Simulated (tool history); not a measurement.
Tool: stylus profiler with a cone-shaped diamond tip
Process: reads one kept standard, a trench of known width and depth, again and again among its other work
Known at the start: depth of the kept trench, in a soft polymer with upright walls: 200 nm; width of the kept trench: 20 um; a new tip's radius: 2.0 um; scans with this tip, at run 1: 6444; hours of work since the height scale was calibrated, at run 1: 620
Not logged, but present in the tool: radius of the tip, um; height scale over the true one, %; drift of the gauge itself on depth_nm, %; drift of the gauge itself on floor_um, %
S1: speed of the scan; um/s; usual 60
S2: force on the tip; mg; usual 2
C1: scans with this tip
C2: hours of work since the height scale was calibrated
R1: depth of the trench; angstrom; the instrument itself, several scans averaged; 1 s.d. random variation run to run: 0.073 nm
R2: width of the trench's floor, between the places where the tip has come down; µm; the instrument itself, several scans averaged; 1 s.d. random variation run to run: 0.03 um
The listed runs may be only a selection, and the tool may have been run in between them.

run 1 hour=0 | S1=60 S2=2 | C1=6444 C2=620 | R1=2012.4 R2=17.74
run 2 hour=29.5 | S1=60 S2=2 | C1=6654 C2=641 | R1=2012.2 R2=17.71
run 3 hour=51.8 | S1=67 S2=2 | C1=6813 C2=656 | R1=2013 R2=17.72
run 4 hour=76.6 | S1=60 S2=4 | C1=6989 C2=673 | R1=2019 R2=17.8
run 5 hour=100.8 | S1=60 S2=4 | C1=7161 C2=690 | R1=2019.1 R2=17.85
run 6 hour=129.3 | S1=60 S2=1.73 | C1=7365 C2=709 | R1=2012.5 R2=17.71
run 7 hour=154.1 | S1=60 S2=1.73 | C1=7541 C2=726 | R1=2012.1 R2=17.68
run 8 hour=167.3 | S1=37 S2=4.1 | C1=7635 C2=735 | R1=2020 R2=17.84
run 9 hour=187.5 | S1=112 S2=4.24 | C1=7779 C2=749 | R1=2019.9 R2=17.64
run 10 hour=216.5 | S1=21 S2=3 | C1=7986 C2=769 | R1=2016.3 R2=17.88
run 11 hour=241.3 | S1=21 S2=3 | C1=8162 C2=786 | R1=2016.4 R2=17.95

Forecast run 12:
run 12 hour=257.9 | S1=169 S2=2.65 | C1=8280 C2=797 | R1=? R2=?

{"run 12": {"R1": 2014.4, "R2": 17.27}}
With the hidden condition absent and the run-to-run variation left alone, this run would have shown R1 2011.4 angstrom, R2 17.56 µm.
